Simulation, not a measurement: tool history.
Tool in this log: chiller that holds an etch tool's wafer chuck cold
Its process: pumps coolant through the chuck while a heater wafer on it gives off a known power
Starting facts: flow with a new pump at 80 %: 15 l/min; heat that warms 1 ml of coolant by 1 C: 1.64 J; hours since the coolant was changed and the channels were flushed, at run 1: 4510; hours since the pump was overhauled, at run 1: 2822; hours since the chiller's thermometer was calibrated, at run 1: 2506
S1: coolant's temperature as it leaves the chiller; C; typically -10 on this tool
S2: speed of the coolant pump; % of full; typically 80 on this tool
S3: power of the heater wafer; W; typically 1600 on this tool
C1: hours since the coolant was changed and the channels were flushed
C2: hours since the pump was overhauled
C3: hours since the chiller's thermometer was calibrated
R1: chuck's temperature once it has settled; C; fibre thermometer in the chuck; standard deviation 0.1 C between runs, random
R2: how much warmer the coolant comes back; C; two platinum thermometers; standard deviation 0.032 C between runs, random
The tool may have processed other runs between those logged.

run 1 hour=0 | S1=-10 S2=80 S3=1600 | C1=4510 C2=2822 C3=2506 | R1=4.3 R2=3.89
run 2 hour=139.5 | S1=-17 S2=80 S3=1600 | C1=4650 C2=2961 C3=2646 | R1=-2.7 R2=3.86
run 3 hour=243.8 | S1=-17 S2=80 S3=1600 | C1=4754 C2=3066 C3=2750 | R1=-2.6 R2=3.87
run 4 hour=379 | S1=-10 S2=80 S3=1600 | C1=4889 C2=3201 C3=2885 | R1=4.3 R2=3.84
run 5 hour=541.7 | S1=-10 S2=80 S3=1600 | C1=5052 C2=3364 C3=3048 | R1=4.6 R2=3.92
run 6 hour=634 | S1=-10 S2=80 S3=1600 | C1=5144 C2=3456 C3=3141 | R1=4.4 R2=3.94
run 7 hour=753.6 | S1=-10 S2=80 S3=1600 | C1=5264 C2=3575 C3=3260 | R1=4.4 R2=3.89
run 8 hour=843.4 | S1=-10 S2=80 S3=1600 | C1=5354 C2=3665 C3=3350 | R1=4.4 R2=3.89
run 9 hour=976.8 | S1=-10 S2=80 S3=1600 | C1=5487 C2=3799 C3=3483 | R1=4.2 R2=3.88
run 10 hour=1078.9 | S1=-10 S2=80 S3=1600 | C1=5589 C2=3901 C3=3585 | R1=4.3 R2=3.95
run 11 hour=1249.5 | S1=-10 S2=80 S3=1600 | C1=5760 C2=4071 C3=3756 | R1=4.4 R2=3.9
run 12 hour=1350.4 | S1=-10 S2=80 S3=1600 | C1=5861 C2=4172 C3=3857 | R1=4.5 R2=3.89
run 13 hour=1479.1 | S1=-10 S2=80 S3=1600 | C1=5989 C2=4301 C3=3986 | R1=4.5 R2=3.92
run 14 hour=1576.5 | S1=-10 S2=80 S3=1600 | C1=6087 C2=4398 C3=4083 | R1=4.5 R2=3.9
run 15 hour=1688.3 | S1=-10 S2=80 S3=1068 | C1=6198 C2=4510 C3=4195 | R1=-0.3 R2=2.63
run 16 hour=1763.5 | S1=-10 S2=80 S3=1068 | C1=6274 C2=4585 C3=4270 | R1=-0.6 R2=2.58
run 17 hour=1886.9 | S1=-10 S2=80 S3=1068 | C1=6397 C2=4709 C3=4393 | R1=-0.5 R2=2.54
run 18 hour=2041.6 | S1=-18 S2=96 S3=1920 | C1=6552 C2=4863 C3=4548 | R1=-3.2 R2=3.84
-- hour=2103.6 chiller's thermometer calibrated
run 19 hour=2186.8 | S1=-17 S2=85 S3=844 | C1=6696 C2=5008 C3=83 | R1=-9.6 R2=1.96
run 20 hour=2302.8 | S1=-17 S2=85 S3=844 | C1=6812 C2=5124 C3=199 | R1=-9.8 R2=1.99
run 21 hour=2411.9 | S1=-10 S2=75 S3=1563 | C1=6921 C2=5233 C3=308 | R1=4.8 R2=4.09
run 22 hour=2578.8 | S1=-18 S2=75 S3=1600 | C1=7088 C2=5400 C3=475 | R1=-2.5 R2=4.14
run 23 hour=2755.6 | S1=-17 S2=72 S3=1600 | C1=7265 C2=5576 C3=652 | R1=-1.5 R2=4.42
run 24 hour=2832.3 | S1=-6 S2=98 S3=1013 | C1=7341 C2=5653 C3=729 | R1=1.5 R2=1.94
-- hour=2858.4 coolant changed, channels flushed
run 25 hour=3002.3 | S1=-6 S2=98 S3=1013 | C1=144 C2=5817 C3=893 | R1=1.6 R2=2.01
run 26 hour=3144.4 | S1=-10 S2=73 S3=2260 | C1=286 C2=5959 C3=1035 | R1=12 R2=6.1
run 27 hour=3245.9 | S1=-19 S2=69 S3=1180 | C1=388 C2=6061 C3=1136 | R1=-7.1 R2=3.37
run 28 hour=3425.4 | S1=-19 S2=69 S3=1180 | C1=567 C2=6240 C3=1316 | R1=-7.2 R2=3.37
run 29 hour=3531.2 | S1=-10 S2=80 S3=1976 | C1=673 C2=6346 C3=1422 | R1=7.5 R2=4.78
run 30 hour=3708.8 | S1=-10 S2=93 S3=1953 | C1=850 C2=6524 C3=1599 | R1=5.3 R2=3.98
run 31 hour=3888.8 | S1=-10 S2=80 S3=1595 | C1=1030 C2=6704 C3=1779 | R1=4.4 R2=3.86
run 32 hour=4004.9 | S1=-10 S2=60 S3=1103 | C1=1146 C2=6820 C3=1895 | R1=2.7 R2=3.69
run 33 hour=4151.5 | S1=-10 S2=70 S3=1065 | C1=1293 C2=6966 C3=2042 | R1=0.7 R2=2.98

Describe how what the log doesn't record of the tool's condition differs between the last listed run preceding each entry between runs and the first listed run following it.
From run 18 to run 19: chiller's thermometer calibrated (hour 2103.6)
  flow at a given pump speed, % of a new pump's: 100 -> 99.9
From run 24 to run 25: coolant changed, channels flushed (hour 2858.4)
  heat passed by the chuck's channels, % of clean ones': 99.9 -> 100
